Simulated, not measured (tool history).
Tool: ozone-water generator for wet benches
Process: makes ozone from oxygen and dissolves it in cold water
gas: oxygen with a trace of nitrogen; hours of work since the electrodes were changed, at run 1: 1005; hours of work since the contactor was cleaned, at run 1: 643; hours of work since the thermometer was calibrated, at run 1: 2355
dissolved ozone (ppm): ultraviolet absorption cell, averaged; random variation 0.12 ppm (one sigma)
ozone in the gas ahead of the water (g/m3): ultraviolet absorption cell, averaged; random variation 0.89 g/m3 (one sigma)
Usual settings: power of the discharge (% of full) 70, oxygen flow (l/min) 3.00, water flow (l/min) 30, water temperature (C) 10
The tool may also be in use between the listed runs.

run    hour  power of the discharge (% of full)  oxygen flow (l/min)  water flow (l/min)  water temperature (C)  hours of work since the electrodes were changed  hours of work since the contactor was cleaned  hours of work since the thermometer was calibrated  dissolved ozone (ppm)  ozone in the gas ahead of the water (g/m3)
  1     0.0                                  70                 3.00                  30                     10                                             1005                                            643                                                2355                   10.0                                       148.2
  2    49.7                                  70                 3.00                  30                     10                                             1046                                            684                                                2395                    9.9                                       148.4
  3    93.8                                  70                 1.67                  30                     10                                             1082                                            720                                                2432                    7.9                                       183.6
  4   130.0                                  70                 1.67                  30                     10                                             1112                                            750                                                2461                    7.8                                       185.8
  5   164.6                                  70                 1.67                  30                     10                                             1140                                            778                                                2490                    7.7                                       186.2
  6   209.7                                  70                 3.00                  30                     10                                             1177                                            816                                                2527                   10.1                                       147.1
  7   260.0                                  70                 3.00                  30                     10                                             1219                                            857                                                2568                    9.9                                       147.6
  8   295.5                                  70                 3.00                  30                     10                                             1248                                            886                                                2597                   10.1                                       146.5
  9   320.8                                  70                 3.00                  30                     10                                             1269                                            907                                                2618                   10.0                                       145.8
 10   344.9                                  70                 3.00                  30                     10                                             1288                                            927                                                2638                   10.2                                       146.2
 11   396.5                                  70                 3.00                  30                     10                                             1331                                            969                                                2680                    9.9                                       146.8
 12   446.9                                  70                 3.00                  30                     10                                             1372                                           1010                                                2722                   10.1                                       145.5
 13   473.5                                  70                 3.00                  30                     10                                             1394                                           1032                                                2744                   10.2                                       145.0
 14   505.3                                  70                 3.00                  30                     10                                             1420                                           1058                                                2770                   10.0                                       146.0
 15   544.8                                  70                 3.00                  35                     10                                             1453                                           1091                                                2802                    8.4                                       147.2
 16   597.5                                  70                 3.00                  27                     10                                             1496                                           1134                                                2845                   11.1                                       146.5
 17   634.6                                  70                 3.00                  27                     10                                             1526                                           1165                                                2876                   11.0                                       145.0
 18   668.6                                  70                 3.00                  28                      5                                             1554                                           1193                                                2904                   11.3                                       147.1
 19   722.9                                  93                 4.89                  22                     10                                             1599                                           1237                                                2948                   18.8                                       144.4
 20   752.7                                  93                 4.89                  22                     10                                             1623                                           1262                                                2973                   18.6                                       143.5
 21   800.4                                  93                 4.89                  22                     10                                             1663                                           1301                                                3012                   18.9                                       144.0
 22   826.3                                  93                 4.89                  22                     10                                             1684                                           1322                                                3033                   18.7                                       143.4
 23   873.7                                  49                 4.71                  23                     10                                             1723                                           1361                                                3072                   12.2                                        98.1
 24   918.0                                  49                 3.00                  25                     10                                             1759                                           1397                                                3109                    9.7                                       118.4
 25   973.4                                  49                 3.00                  25                     10                                             1805                                           1443                                                3154                    9.7                                       118.6
 26   998.1                                  70                 3.00                  43                     15                                             1825                                           1463                                                3174                    6.7                                       146.3
 27  1021.3                                  70                 3.00                  43                     15                                             1844                                           1482                                                3194                    6.7                                       145.6
 28  1072.7                                  44                 2.25                  46                      9                                             1886                                           1524                                                3236                    4.2                                       123.8
 29  1100.2                                  68                 4.53                  45                     16                                             1909                                           1547                                                3258                    7.2                                       121.2
 30  1139.0                                  70                 2.19                  35                     12                                             1941                                           1579                                                3290                    7.2                                       166.4
 31  1176.3                                  97                 3.45                  48                      7                                             1971                                           1610                                                3321                    7.9                                       169.1
 32  1231.7                                  42                 5.37                  26                     16                                             2017                                           1655                                                3366                    9.8                                        85.5
 33  1254.8                                  42                 4.75                  26                      6                                             2036                                           1674                                                3385                   10.2                                        90.2

3 ways to go on from here, each from the tool as it stands after run 33. What would each give?
  A  1310.1                                  70                 3.05                  30                      5                                             2081                                           1720                                                3431                      ?                                           ?
  B  1310.1                                  74                 4.75                  26                      6                                             2081                                           1720                                                3431                      ?                                           ?
  C  1310.1                                  70                 2.39                  37                     10                                             2081                                           1720                                                3431                      ?                                           ?

run  dissolved ozone (ppm)  ozone in the gas ahead of the water (g/m3)
  A                   10.7                                       144.9
  B                   14.7                                       124.8
  C                    7.2                                       159.5
Without the tool's hidden state the same runs would have given:
run  dissolved ozone (ppm)  ozone in the gas ahead of the water (g/m3)
  A                   10.7                                       145.0
  B                   14.7                                       124.9
  C                    7.2                                       159.6

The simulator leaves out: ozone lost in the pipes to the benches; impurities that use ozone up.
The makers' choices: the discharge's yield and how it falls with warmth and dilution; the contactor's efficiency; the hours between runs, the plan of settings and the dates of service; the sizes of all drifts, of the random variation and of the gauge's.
